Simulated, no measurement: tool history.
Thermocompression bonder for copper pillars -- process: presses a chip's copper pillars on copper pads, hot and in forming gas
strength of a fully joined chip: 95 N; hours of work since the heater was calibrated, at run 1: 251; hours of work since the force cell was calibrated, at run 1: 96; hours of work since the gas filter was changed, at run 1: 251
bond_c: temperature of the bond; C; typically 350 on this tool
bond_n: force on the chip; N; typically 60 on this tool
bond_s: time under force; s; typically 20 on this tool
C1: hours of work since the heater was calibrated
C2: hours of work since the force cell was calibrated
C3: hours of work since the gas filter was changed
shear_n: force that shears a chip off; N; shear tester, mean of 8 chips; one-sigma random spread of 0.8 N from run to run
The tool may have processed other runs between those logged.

run 1 hour=0.0 | bond_c=350 bond_n=60 bond_s=20 | C1=251 C2=96 C3=251 | shear_n=58.7
run 2 hour=7.6 | bond_c=350 bond_n=60 bond_s=20 | C1=254 C2=99 C3=254 | shear_n=59.0
run 3 hour=20.6 | bond_c=350 bond_n=60 bond_s=20 | C1=259 C2=105 C3=259 | shear_n=58.7
run 4 hour=34.5 | bond_c=350 bond_n=60 bond_s=20 | C1=265 C2=111 C3=265 | shear_n=58.0
run 5 hour=44.5 | bond_c=350 bond_n=60 bond_s=20 | C1=270 C2=115 C3=270 | shear_n=59.4
run 6 hour=56.4 | bond_c=350 bond_n=60 bond_s=20 | C1=275 C2=120 C3=275 | shear_n=59.8
run 7 hour=63.7 | bond_c=350 bond_n=60 bond_s=20 | C1=278 C2=123 C3=278 | shear_n=58.2
run 8 hour=77.5 | bond_c=322 bond_n=60 bond_s=20 | C1=283 C2=129 C3=283 | shear_n=44.9
run 9 hour=89.6 | bond_c=322 bond_n=60 bond_s=20 | C1=288 C2=134 C3=288 | shear_n=45.0
run 10 hour=101.9 | bond_c=322 bond_n=60 bond_s=20 | C1=294 C2=139 C3=294 | shear_n=44.2
run 11 hour=109.0 | bond_c=353 bond_n=60 bond_s=20 | C1=297 C2=142 C3=297 | shear_n=58.9
run 12 hour=120.2 | bond_c=350 bond_n=60 bond_s=12 | C1=301 C2=147 C3=301 | shear_n=49.4
run 13 hour=131.0 | bond_c=350 bond_n=60 bond_s=12 | C1=306 C2=151 C3=306 | shear_n=49.9
run 14 hour=137.8 | bond_c=350 bond_n=60 bond_s=12 | C1=309 C2=154 C3=309 | shear_n=49.6
run 15 hour=147.3 | bond_c=350 bond_n=60 bond_s=20 | C1=313 C2=158 C3=313 | shear_n=57.8
run 16 hour=155.4 | bond_c=350 bond_n=60 bond_s=20 | C1=316 C2=162 C3=316 | shear_n=57.5
run 17 hour=165.5 | bond_c=350 bond_n=60 bond_s=20 | C1=320 C2=166 C3=320 | shear_n=58.1
-- hour=168.3 forming gas filter changed
run 18 hour=175.6 | bond_c=337 bond_n=60 bond_s=20 | C1=324 C2=170 C3=3 | shear_n=54.9
run 19 hour=182.7 | bond_c=350 bond_n=60 bond_s=56 | C1=327 C2=173 C3=6 | shear_n=77.5
run 20 hour=196.8 | bond_c=366 bond_n=60 bond_s=20 | C1=333 C2=179 C3=12 | shear_n=68.6
run 21 hour=204.0 | bond_c=366 bond_n=60 bond_s=20 | C1=336 C2=182 C3=15 | shear_n=69.1
-- hour=206.6 force cell calibrated
run 22 hour=217.4 | bond_c=350 bond_n=60 bond_s=23 | C1=341 C2=5 C3=20 | shear_n=63.6
run 23 hour=229.2 | bond_c=350 bond_n=78 bond_s=60 | C1=346 C2=10 C3=25 | shear_n=82.1
run 24 hour=239.6 | bond_c=350 bond_n=78 bond_s=60 | C1=351 C2=14 C3=29 | shear_n=83.0
run 25 hour=249.4 | bond_c=367 bond_n=60 bond_s=42 | C1=355 C2=18 C3=33 | shear_n=79.4
-- hour=252.1 force cell calibrated, once more
run 26 hour=264.6 | bond_c=368 bond_n=76 bond_s=42 | C1=361 C2=5 C3=39 | shear_n=83.6
run 27 hour=275.9 | bond_c=357 bond_n=73 bond_s=14 | C1=365 C2=10 C3=44 | shear_n=63.2
run 28 hour=288.6 | bond_c=357 bond_n=73 bond_s=14 | C1=371 C2=15 C3=49 | shear_n=62.0
run 29 hour=294.7 | bond_c=360 bond_n=73 bond_s=18 | C1=373 C2=18 C3=52 | shear_n=68.9
run 30 hour=304.6 | bond_c=350 bond_n=44 bond_s=31 | C1=377 C2=22 C3=56 | shear_n=60.6
run 31 hour=314.9 | bond_c=344 bond_n=40 bond_s=23 | C1=382 C2=26 C3=60 | shear_n=50.0
run 32 hour=325.0 | bond_c=350 bond_n=87 bond_s=10 | C1=386 C2=31 C3=65 | shear_n=57.0
run 33 hour=333.5 | bond_c=350 bond_n=37 bond_s=43 | C1=390 C2=34 C3=68 | shear_n=62.3
run 34 hour=345.3 | bond_c=350 bond_n=59 bond_s=19 | C1=394 C2=39 C3=73 | shear_n=58.4
run 35 hour=356.9 | bond_c=364 bond_n=60 bond_s=12 | C1=399 C2=44 C3=78 | shear_n=59.0
run 36 hour=370.4 | bond_c=338 bond_n=60 bond_s=48 | C1=405 C2=50 C3=84 | shear_n=68.2
run 37 hour=379.4 | bond_c=338 bond_n=60 bond_s=48 | C1=409 C2=54 C3=88 | shear_n=68.0
run 38 hour=386.5 | bond_c=331 bond_n=85 bond_s=46 | C1=412 C2=56 C3=90 | shear_n=72.4
run 39 hour=392.4 | bond_c=379 bond_n=85 bond_s=46 | C1=414 C2=59 C3=93 | shear_n=88.8

Hidden state or all else? Some run-to-run changes of shear_n, split into what the settings, what came in and random variation would give without the hidden state, and what is left for the hidden state (with any gauge scatter that isn't in both results):
The tool's hidden condition here consists of: true temperature of the bond over the reading, C; force that reaches the chip, % of what is set; oxide that the forming gas leaves, % of the face; drift of the gauge itself on shear_n, %.
Run 10 -> 11: bond_c 322 -> 353. shear_n +14.7 N: hidden state -0.8, all else +15.5.
Run 17 -> 18: bond_c 350 -> 337, forming gas filter changed. shear_n -3.2 N: hidden state +3.0, all else -6.2.
Run 18 -> 19: bond_c 337 -> 350, bond_s 20 -> 56. shear_n +22.6 N: hidden state +0.5, all else +22.1.
Run 22 -> 23: bond_n 60 -> 78, bond_s 23 -> 60. shear_n +18.5 N: hidden state +0.7, all else +17.8.
Run 26 -> 27: bond_c 368 -> 357, bond_n 76 -> 73, bond_s 42 -> 14. shear_n -20.4 N: hidden state -0.5, all else -19.9.
Run 38 -> 39: bond_c 331 -> 379. shear_n +16.4 N: hidden state +0.8, all else +15.6.
